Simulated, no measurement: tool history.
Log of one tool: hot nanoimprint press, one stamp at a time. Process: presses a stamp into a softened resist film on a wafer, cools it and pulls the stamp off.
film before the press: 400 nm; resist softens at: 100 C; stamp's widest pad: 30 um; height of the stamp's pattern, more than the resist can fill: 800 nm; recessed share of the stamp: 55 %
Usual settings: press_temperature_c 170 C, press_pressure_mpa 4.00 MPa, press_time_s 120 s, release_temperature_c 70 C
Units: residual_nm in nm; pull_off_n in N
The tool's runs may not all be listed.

{"run": 1, "hour": 0.0, "press_temperature_c": 170, "press_pressure_mpa": 4.0, "press_time_s": 120, "release_temperature_c": 70, "residual_nm": 220.8, "pull_off_n": 222}
{"run": 2, "hour": 19.7, "press_temperature_c": 170, "press_pressure_mpa": 4.0, "press_time_s": 120, "release_temperature_c": 72, "residual_nm": 220.0, "pull_off_n": 234}
{"run": 3, "hour": 39.1, "press_temperature_c": 170, "press_pressure_mpa": 4.0, "press_time_s": 120, "release_temperature_c": 72, "residual_nm": 219.5, "pull_off_n": 233}
{"run": 4, "hour": 54.4, "press_temperature_c": 170, "press_pressure_mpa": 4.0, "press_time_s": 120, "release_temperature_c": 72, "residual_nm": 221.1, "pull_off_n": 230}
{"run": 5, "hour": 76.8, "press_temperature_c": 170, "press_pressure_mpa": 4.0, "press_time_s": 174, "release_temperature_c": 70, "residual_nm": 194.8, "pull_off_n": 241}
{"run": 6, "hour": 99.2, "press_temperature_c": 170, "press_pressure_mpa": 4.0, "press_time_s": 120, "release_temperature_c": 70, "residual_nm": 219.6, "pull_off_n": 238}
{"run": 7, "hour": 111.0, "press_temperature_c": 170, "press_pressure_mpa": 4.0, "press_time_s": 70, "release_temperature_c": 70, "residual_nm": 258.4, "pull_off_n": 239}
{"run": 8, "hour": 130.1, "press_temperature_c": 170, "press_pressure_mpa": 4.0, "press_time_s": 70, "release_temperature_c": 70, "residual_nm": 257.8, "pull_off_n": 249}
{"run": 9, "hour": 141.9, "press_temperature_c": 170, "press_pressure_mpa": 4.0, "press_time_s": 70, "release_temperature_c": 70, "residual_nm": 257.7, "pull_off_n": 245}
{"run": 10, "hour": 160.0, "press_temperature_c": 170, "press_pressure_mpa": 4.0, "press_time_s": 70, "release_temperature_c": 70, "residual_nm": 258.5, "pull_off_n": 241}
{"run": 11, "hour": 176.9, "press_temperature_c": 170, "press_pressure_mpa": 4.0, "press_time_s": 120, "release_temperature_c": 70, "residual_nm": 219.6, "pull_off_n": 245}
{"run": 12, "hour": 197.6, "press_temperature_c": 170, "press_pressure_mpa": 4.0, "press_time_s": 120, "release_temperature_c": 70, "residual_nm": 219.3, "pull_off_n": 250}
{"run": 13, "hour": 207.8, "press_temperature_c": 170, "press_pressure_mpa": 4.0, "press_time_s": 120, "release_temperature_c": 55, "residual_nm": 219.4, "pull_off_n": 290}
{"run": 14, "hour": 228.2, "press_temperature_c": 170, "press_pressure_mpa": 4.0, "press_time_s": 120, "release_temperature_c": 55, "residual_nm": 219.6, "pull_off_n": 297}
{"run": 15, "hour": 247.4, "press_temperature_c": 170, "press_pressure_mpa": 4.0, "press_time_s": 120, "release_temperature_c": 55, "residual_nm": 219.8, "pull_off_n": 303}
{"hour": 271.1, "done": "stamp cleaned and given a new release coat"}
{"run": 16, "hour": 272.0, "press_temperature_c": 170, "press_pressure_mpa": 4.0, "press_time_s": 120, "release_temperature_c": 55, "residual_nm": 219.3, "pull_off_n": 196}
{"run": 17, "hour": 287.7, "press_temperature_c": 159, "press_pressure_mpa": 4.46, "press_time_s": 123, "release_temperature_c": 74, "residual_nm": 284.7, "pull_off_n": 165}
{"run": 18, "hour": 311.0, "press_temperature_c": 168, "press_pressure_mpa": 4.0, "press_time_s": 156, "release_temperature_c": 70, "residual_nm": 213.6, "pull_off_n": 175}
{"hour": 315.9, "done": "plate thermocouple calibrated"}
{"run": 19, "hour": 337.0, "press_temperature_c": 170, "press_pressure_mpa": 4.0, "press_time_s": 120, "release_temperature_c": 72, "residual_nm": 217.3, "pull_off_n": 181}
{"run": 20, "hour": 355.3, "press_temperature_c": 170, "press_pressure_mpa": 3.76, "press_time_s": 91, "release_temperature_c": 70, "residual_nm": 243.9, "pull_off_n": 173}
{"run": 21, "hour": 378.1, "press_temperature_c": 170, "press_pressure_mpa": 5.55, "press_time_s": 238, "release_temperature_c": 78, "residual_nm": 145.6, "pull_off_n": 168}
{"run": 22, "hour": 395.1, "press_temperature_c": 170, "press_pressure_mpa": 5.55, "press_time_s": 238, "release_temperature_c": 78, "residual_nm": 145.5, "pull_off_n": 164}
{"run": 23, "hour": 416.3, "press_temperature_c": 170, "press_pressure_mpa": 4.17, "press_time_s": 238, "release_temperature_c": 68, "residual_nm": 169.0, "pull_off_n": 185}
{"run": 24, "hour": 426.1, "press_temperature_c": 170, "press_pressure_mpa": 4.17, "press_time_s": 238, "release_temperature_c": 68, "residual_nm": 169.0, "pull_off_n": 197}
{"hour": 431.3, "done": "plate thermocouple calibrated, once more"}
{"run": 25, "hour": 452.1, "press_temperature_c": 171, "press_pressure_mpa": 2.48, "press_time_s": 140, "release_temperature_c": 69, "residual_nm": 251.9, "pull_off_n": 198}
{"run": 26, "hour": 465.3, "press_temperature_c": 174, "press_pressure_mpa": 4.0, "press_time_s": 165, "release_temperature_c": 59, "residual_nm": 176.0, "pull_off_n": 210}
{"run": 27, "hour": 482.5, "press_temperature_c": 170, "press_pressure_mpa": 2.85, "press_time_s": 118, "release_temperature_c": 70, "residual_nm": 254.5, "pull_off_n": 195}
{"run": 28, "hour": 505.6, "press_temperature_c": 170, "press_pressure_mpa": 2.85, "press_time_s": 118, "release_temperature_c": 70, "residual_nm": 254.5, "pull_off_n": 199}
{"run": 29, "hour": 526.8, "press_temperature_c": 170, "press_pressure_mpa": 2.85, "press_time_s": 118, "release_temperature_c": 70, "residual_nm": 255.2, "pull_off_n": 201}

Forecast each of these 4 alternatives for the next run:
{"run": "A", "hour": 545.6, "press_temperature_c": 170, "press_pressure_mpa": 2.85, "press_time_s": 183, "release_temperature_c": 69, "residual_nm": "?", "pull_off_n": "?"}
{"run": "B", "hour": 545.6, "press_temperature_c": 170, "press_pressure_mpa": 4.0, "press_time_s": 120, "release_temperature_c": 76, "residual_nm": "?", "pull_off_n": "?"}
{"run": "C", "hour": 545.6, "press_temperature_c": 171, "press_pressure_mpa": 4.71, "press_time_s": 118, "release_temperature_c": 60, "residual_nm": "?", "pull_off_n": "?"}
{"run": "D", "hour": 545.6, "press_temperature_c": 170, "press_pressure_mpa": 4.63, "press_time_s": 90, "release_temperature_c": 70, "residual_nm": "?", "pull_off_n": "?"}

run=A residual_nm=223.4 pull_off_n=205
run=B residual_nm=219.5 pull_off_n=183
run=C residual_nm=199.2 pull_off_n=231
run=D residual_nm=225.3 pull_off_n=196
Without the tool's hidden state the same runs would have given:
run=A residual_nm=222.8 pull_off_n=176
run=B residual_nm=218.6 pull_off_n=157
run=C residual_nm=198.1 pull_off_n=198
run=D residual_nm=224.1 pull_off_n=168
